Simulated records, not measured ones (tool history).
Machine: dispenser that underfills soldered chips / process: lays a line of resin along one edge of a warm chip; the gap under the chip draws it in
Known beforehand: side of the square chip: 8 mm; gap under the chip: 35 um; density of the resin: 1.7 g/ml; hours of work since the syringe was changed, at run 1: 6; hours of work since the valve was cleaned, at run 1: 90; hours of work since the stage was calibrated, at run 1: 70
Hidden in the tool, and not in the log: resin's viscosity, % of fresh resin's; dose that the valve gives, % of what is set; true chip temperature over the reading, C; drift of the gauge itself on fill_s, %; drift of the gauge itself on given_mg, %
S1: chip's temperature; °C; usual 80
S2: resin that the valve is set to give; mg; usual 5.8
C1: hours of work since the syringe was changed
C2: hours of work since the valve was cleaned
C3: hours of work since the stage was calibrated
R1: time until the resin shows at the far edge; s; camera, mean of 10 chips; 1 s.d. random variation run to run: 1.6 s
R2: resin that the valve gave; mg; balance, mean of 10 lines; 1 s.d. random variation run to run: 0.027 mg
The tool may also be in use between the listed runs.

Run 1, hour 0: usual settings; C1 6; C2 90; C3 70. Result: R1 203.3 s, R2 5.6 mg.
At hour 9.3: new syringe of resin.
Run 2, hour 14: usual settings but S1 86 °C; C1 3; C2 99; C3 79. Result: R1 149 s, R2 5.58 mg.
Run 3, hour 20.4: usual settings but S1 86 °C; C1 8; C2 104; C3 84. Result: R1 178.1 s, R2 5.52 mg.
At hour 26.9: new syringe of resin.
Run 4, hour 28.2: usual settings but S1 83 °C; C1 1; C2 109; C3 89. Result: R1 148.7 s, R2 5.49 mg.
At hour 37.3: dispensing valve cleaned and set on the balance.
Run 5, hour 38.9: usual settings but S1 82 °C; C1 7; C2 1; C3 96. Result: R1 205.5 s, R2 5.81 mg.
At hour 45.5: new syringe of resin.
Run 6, hour 45.6: usual settings but S2 5.08 mg; C1 0; C2 5; C3 100. Result: R1 157.5 s, R2 5.08 mg.
Run 7, hour 56.3: usual settings but S2 6.05 mg; C1 7; C2 13; C3 107. Result: R1 216.4 s, R2 6.02 mg.
At hour 62.9: new syringe of resin.
Run 8, hour 62.9: usual settings but S2 6.59 mg; C1 0; C2 17; C3 111. Result: R1 153.4 s, R2 6.55 mg.
Run 9, hour 72.9: usual settings but S1 73 °C; C1 7; C2 24; C3 118. Result: R1 263.3 s, R2 5.76 mg.
At hour 80.4: new syringe of resin.
Run 10, hour 80.4: usual settings; C1 0; C2 29; C3 123. Result: R1 154.6 s, R2 5.74 mg.
Run 11, hour 92.2: usual settings but S2 7.01 mg; C1 8; C2 37; C3 131. Result: R1 217.4 s, R2 6.93 mg.
At hour 98.3: new syringe of resin.
Run 12, hour 100.5: usual settings but S2 7.01 mg; C1 1; C2 42; C3 137. Result: R1 166.5 s, R2 6.88 mg.
Run 13, hour 110.8: usual settings but S2 7.01 mg; C1 9; C2 49; C3 144. Result: R1 223.4 s, R2 6.9 mg.
At hour 116.1: new syringe of resin.
Run 14, hour 119.5: usual settings but S1 77 °C, S2 7.01 mg; C1 2; C2 55; C3 149. Result: R1 188.5 s, R2 6.83 mg.
Run 15, hour 125.5: usual settings but S1 77 °C, S2 7.01 mg; C1 6; C2 59; C3 153. Result: R1 228.2 s, R2 6.82 mg.
Run 16, hour 132.4: usual settings but S2 6.1 mg; C1 11; C2 64; C3 158. Result: R1 256.9 s, R2 5.95 mg.
At hour 133.9: new syringe of resin.
Run 17, hour 146.2: usual settings but S2 6.66 mg; C1 8; C2 73; C3 167. Result: R1 224.1 s, R2 6.46 mg.
At hour 151.5: new syringe of resin.
Run 18, hour 156.5: usual settings but S2 6.66 mg; C1 3; C2 80; C3 174. Result: R1 180.2 s, R2 6.44 mg.
Run 19, hour 164.8: usual settings but S1 92 °C; C1 9; C2 85; C3 180. Result: R1 162.8 s, R2 5.6 mg.
At hour 168.8: new syringe of resin.
Run 20, hour 174: usual settings but S2 5.84 mg; C1 4; C2 91; C3 186. Result: R1 183.9 s, R2 5.63 mg.
Run 21, hour 185.5: usual settings but S1 93 °C, S2 6.34 mg; C1 11; C2 99; C3 194. Result: R1 175.8 s, R2 6.08 mg.
At hour 186.8: new syringe of resin.
Run 22, hour 196.6: usual settings but S1 74 °C, S2 5.81 mg; C1 7; C2 106; C3 201. Result: R1 260.2 s, R2 5.51 mg.
At hour 204.6: new syringe of resin.
Run 23, hour 205.3: usual settings but S1 89 °C, S2 6.08 mg; C1 1; C2 112; C3 207. Result: R1 121.3 s, R2 5.82 mg.
At hour 208.7: dispensing valve cleaned and set on the balance.
Run 24, hour 220: usual settings but S2 6.23 mg; C1 10; C2 8; C3 216. Result: R1 245.2 s, R2 6.24 mg.
At hour 222.9: new syringe of resin.
Run 25, hour 227.3: usual settings but S1 73 °C, S2 6.99 mg; C1 3; C2 12; C3 221. Result: R1 223.8 s, R2 6.96 mg.
Run 26, hour 235.2: usual settings but S1 67 °C, S2 5.67 mg; C1 8; C2 18; C3 226. Result: R1 349.3 s, R2 5.66 mg.

The next listed run, before its measurement:
At hour 240.1: new syringe of resin.
Run 27, hour 245.8: usual settings but S1 90 °C, S2 5.53 mg; C1 4; C2 25; C3 233. Result: R1 ?, R2 ?.

{"run 27": {"R1": 138.1, "R2": 5.46}}
On a tool with no hidden condition, and with the same random variation, this run would have come out at R1 112.9 s, R2 5.51 mg.
